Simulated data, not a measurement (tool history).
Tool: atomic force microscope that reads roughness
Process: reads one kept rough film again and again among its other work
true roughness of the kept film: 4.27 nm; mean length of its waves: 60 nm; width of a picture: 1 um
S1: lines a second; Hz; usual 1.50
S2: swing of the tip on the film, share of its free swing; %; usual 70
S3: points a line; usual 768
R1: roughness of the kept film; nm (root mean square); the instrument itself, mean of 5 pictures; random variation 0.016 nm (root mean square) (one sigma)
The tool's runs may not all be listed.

run    hour    S1  S2   S3     R1
  1     0.0  1.50  70  768  3.791
       11.4  -- new tip fitted
       61.3  -- new tip fitted
  2    67.1  1.50  70  768  3.786
      110.3  -- new tip fitted
  3   110.3  1.50  70  768  3.795
      159.5  -- new tip fitted
  4   160.1  1.50  70  768  3.780
      208.5  -- new tip fitted
  5   218.7  1.50  70  768  3.792
      258.5  -- new tip fitted
  6   264.9  1.50  70  428  3.801
      308.5  -- new tip fitted
  7   321.9  1.50  70  428  3.768
      357.3  -- new tip fitted
  8   357.3  1.50  70  428  3.792
      408.6  -- new tip fitted
  9   425.1  1.50  70  428  3.798
      458.9  -- new tip fitted
 10   468.6  1.50  74  768  3.697
      507.1  -- new tip fitted
 11   511.6  1.50  74  768  3.709
      558.5  -- new tip fitted
 12   565.7  1.50  74  768  3.704
      606.6  -- new tip fitted
 13   611.3  1.50  74  768  3.706
 14   649.7  1.50  70  768  3.746
      654.0  -- new tip fitted
 15   689.5  3.93  70  768  3.332
      705.1  -- new tip fitted
 16   721.8  3.93  70  768  3.314
      752.5  -- new tip fitted
 17   768.6  1.50  70  768  3.778
      804.8  -- new tip fitted
 18   823.8  1.50  70  768  3.786
      853.6  -- new tip fitted
 19   874.6  1.50  70  768  3.811
      902.1  -- new tip fitted
 20   942.1  1.50  70  768  3.775
      952.7  -- new tip fitted
     1000.7  -- new tip fitted
 21  1001.9  1.50  70  768  3.786
     1050.9  -- new tip fitted
 22  1060.6  1.50  70  543  3.797
     1101.3  -- new tip fitted
 23  1120.4  1.50  70  768  3.769
     1150.2  -- new tip fitted
 24  1160.8  2.10  70  876  3.648
     1203.0  -- new tip fitted
 25  1219.1  1.22  70  876  3.867
     1252.4  -- new tip fitted
 26  1267.0  1.22  70  876  3.835
     1302.3  -- new tip fitted
 27  1335.8  0.78  63  876  3.994
     1349.7  -- new tip fitted
 28  1370.9  0.78  59  876  4.010
     1397.8  -- new tip fitted
 29  1413.3  0.78  59  380  4.038
     1424.3  -- height scale calibrated on a step standard
     1446.6  -- new tip fitted
 30  1461.8  0.78  59  380  4.016
     1497.3  -- new tip fitted
 31  1499.4  1.98  63  395  3.830
     1546.2  -- new tip fitted
 32  1563.0  1.98  63  395  3.832
     1596.2  -- new tip fitted
 33  1627.7  1.50  84  368  3.470
     1646.5  -- new tip fitted
 34  1669.1  1.50  84  368  3.436
     1695.3  -- new tip fitted
 35  1727.0  1.05  84  457  3.673
     1743.0  -- new tip fitted
 36  1785.2  1.05  84  457  3.650
     1792.0  -- new tip fitted
 37  1830.3  1.96  57  284  3.920
     1844.2  -- new tip fitted
 38  1889.3  1.96  57  284  3.887
     1894.3  -- new tip fitted
 39  1933.8  3.42  57  469  3.776
     1943.4  -- new tip fitted
 40  1979.8  3.42  57  469  3.797
     1996.0  -- new tip fitted
 41  2010.3  2.62  60  841  3.808
     2046.1  -- new tip fitted
 42  2060.5  2.07  64  667  3.801
     2099.7  -- new tip fitted
 43  2115.2  2.07  64  667  3.787
     2147.3  -- new tip fitted
 44  2157.2  3.57  85  510  2.793
 45  2188.7  3.57  85  510  2.773
     2194.7  -- new tip fitted
 46  2227.9  3.57  85  884  2.777

3 ways to go on from here, each from the tool as it stands after run 46. What would each give?
     2247.2  -- new tip fitted
  A  2267.6  1.50  70  399   ?
     2247.2  -- new tip fitted
  B  2267.6  3.82  70  689   ?
     2247.2  -- new tip fitted
  C  2267.6  1.50  72  461   ?

run     R1
  A  3.767
  B  3.332
  C  3.769
Without the tool's hidden state the same runs would have given:
run     R1
  A  3.771
  B  3.336
  C  3.773

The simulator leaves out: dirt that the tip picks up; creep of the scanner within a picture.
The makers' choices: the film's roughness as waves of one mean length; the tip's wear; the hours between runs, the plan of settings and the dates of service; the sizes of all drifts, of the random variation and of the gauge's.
